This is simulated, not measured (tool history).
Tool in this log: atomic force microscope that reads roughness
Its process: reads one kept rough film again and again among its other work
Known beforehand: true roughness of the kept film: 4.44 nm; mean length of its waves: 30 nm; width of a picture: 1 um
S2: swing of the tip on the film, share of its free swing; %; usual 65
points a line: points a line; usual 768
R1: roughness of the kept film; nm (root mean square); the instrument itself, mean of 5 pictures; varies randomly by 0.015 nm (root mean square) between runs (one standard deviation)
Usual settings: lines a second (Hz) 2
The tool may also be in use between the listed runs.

Run 1, day 0: usual settings. Result: R1 3.505 nm (root mean square).
Run 2, day 1.254: usual settings. Result: R1 3.504 nm (root mean square).
Run 3, day 2.996: usual settings. Result: R1 3.497 nm (root mean square).
At day 3.975: new tip fitted.
Run 4, day 5.75: usual settings but lines a second (Hz) 1.19. Result: R1 3.557 nm (root mean square).
Run 5, day 6.933: usual settings but lines a second (Hz) 1.19. Result: R1 3.562 nm (root mean square).
At day 8.808: new tip fitted.
Run 6, day 8.808: usual settings but lines a second (Hz) 1.07. Result: R1 3.602 nm (root mean square).
Run 7, day 10.458: usual settings but lines a second (Hz) 1.07. Result: R1 3.579 nm (root mean square).
Run 8, day 12.804: usual settings but lines a second (Hz) 1.07. Result: R1 3.585 nm (root mean square).
At day 13.692: new tip fitted.
Run 9, day 14.521: usual settings. Result: R1 3.499 nm (root mean square).
Run 10, day 16.1: usual settings but lines a second (Hz) 1.06, S2 85 %, points a line 486. Result: R1 3.379 nm (root mean square).
Run 11, day 17.712: usual settings but lines a second (Hz) 2.8, S2 56 %, points a line 315. Result: R1 3.51 nm (root mean square).
At day 18.542: new tip fitted.
Run 12, day 20.062: usual settings but lines a second (Hz) 2.8, S2 56 %, points a line 315. Result: R1 3.505 nm (root mean square).
Run 13, day 22.196: usual settings but lines a second (Hz) 2.8, S2 56 %, points a line 315. Result: R1 3.499 nm (root mean square).
At day 23.429: new tip fitted.
Run 14, day 24.988: usual settings but lines a second (Hz) 3.88, S2 80 %, points a line 681. Result: R1 2.927 nm (root mean square).
Run 15, day 26.946: usual settings but lines a second (Hz) 0.52, S2 57 %, points a line 712. Result: R1 3.658 nm (root mean square).
At day 28.371: new tip fitted.
Run 16, day 28.738: usual settings but lines a second (Hz) 0.52, S2 57 %, points a line 712. Result: R1 3.656 nm (root mean square).
Run 17, day 30.6: usual settings but lines a second (Hz) 0.52, S2 57 %, points a line 712. Result: R1 3.673 nm (root mean square).
At day 33.25: new tip fitted.
Run 18, day 33.429: usual settings but lines a second (Hz) 1.32, points a line 491. Result: R1 3.554 nm (root mean square).

Branching from run 18: 5 alternative next runs. What would each branch give?
Run A, day 34.962: usual settings but lines a second (Hz) 1.29, S2 55 %, points a line 619. Result: R1 ?.
Run B, day 34.962: usual settings but lines a second (Hz) 1.38, points a line 294. Result: R1 ?.
Run C, day 34.962: usual settings but lines a second (Hz) 1.32, points a line 491. Result: R1 ?.
Run D, day 34.962: usual settings but points a line 942. Result: R1 ?.
Run E, day 34.962: usual settings but lines a second (Hz) 3.36. Result: R1 ?.

run     R1
  A  3.628
  B  3.548
  C  3.537
  D  3.491
  E  3.338
With the hidden condition removed and each run's random variation left untouched, the same runs would have given:
run     R1
  A  3.632
  B  3.552
  C  3.541
  D  3.494
  E  3.341
